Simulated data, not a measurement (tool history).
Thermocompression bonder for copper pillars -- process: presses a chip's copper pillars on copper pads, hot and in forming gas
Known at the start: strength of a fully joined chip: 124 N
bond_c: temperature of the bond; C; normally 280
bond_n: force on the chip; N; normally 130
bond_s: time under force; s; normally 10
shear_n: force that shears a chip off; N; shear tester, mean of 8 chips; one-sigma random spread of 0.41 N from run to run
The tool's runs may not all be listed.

run	hour	bond_c	bond_n	bond_s	shear_n
1	0.0	280	130	10	81.4
2	13.5	280	130	10	81.6
3	23.8	280	130	10	81.9
4	32.5	280	130	10	82.2
5	43.1	280	130	10	82.0
6	55.4	280	130	10	82.7
7	67.4	280	130	10	82.4
8	73.7	280	130	10	83.0
9	80.6	280	130	10	81.9
10	93.5	280	130	10	81.2
11	107.5	280	130	10	82.3
12	120.6	277	130	10	80.1
13	127.3	277	130	10	79.4
14	140.5	259	130	10	63.7
15	150.4	259	130	27	86.9
16	164.1	259	130	27	86.8
17	174.9	259	110	27	79.9
18	181.5	307	130	10	103.2
19	187.4	307	130	10	105.4
20	200.9	307	130	10	103.8
21	212.9	309	160	7	105.3
22	219.7	253	81	10	42.8
23	234.1	292	105	10	84.9
24	246.1	292	105	10	84.7
25	255.3	301	105	10	93.2
26	262.0	252	105	10	50.6
27	270.7	283	181	8	94.4
28	282.3	280	142	28	108.8
29	292.3	280	93	28	93.5
30	298.5	280	130	19	98.3
31	308.3	306	147	14	113.6
32	316.7	306	147	14	114.2
33	331.1	306	147	10	108.9
34	339.1	306	117	25	116.0
35	350.0	306	117	25	116.5

Some steps in shear_n between neighbouring runs. How much of each would the tool show without its hidden state too (settings, what came in, random variation), and how much is left for the hidden state, with any gauge scatter that isn't in both results?
Hidden state present: true temperature of the bond over the reading, C; force that reaches the chip, % of what is set; oxide that the forming gas leaves, % of the face; drift of the gauge itself on shear_n, %.
Run 21 -> 22: bond_c 309 -> 253, bond_n 160 -> 81, bond_s 7 -> 10. shear_n -62.5 N: hidden state -1.0, all else -61.5.
Run 25 -> 26: bond_c 301 -> 252. shear_n -42.6 N: hidden state -0.8, all else -41.8.
Run 26 -> 27: bond_c 252 -> 283, bond_n 105 -> 181, bond_s 10 -> 8. shear_n +43.8 N: hidden state +0.9, all else +42.9.
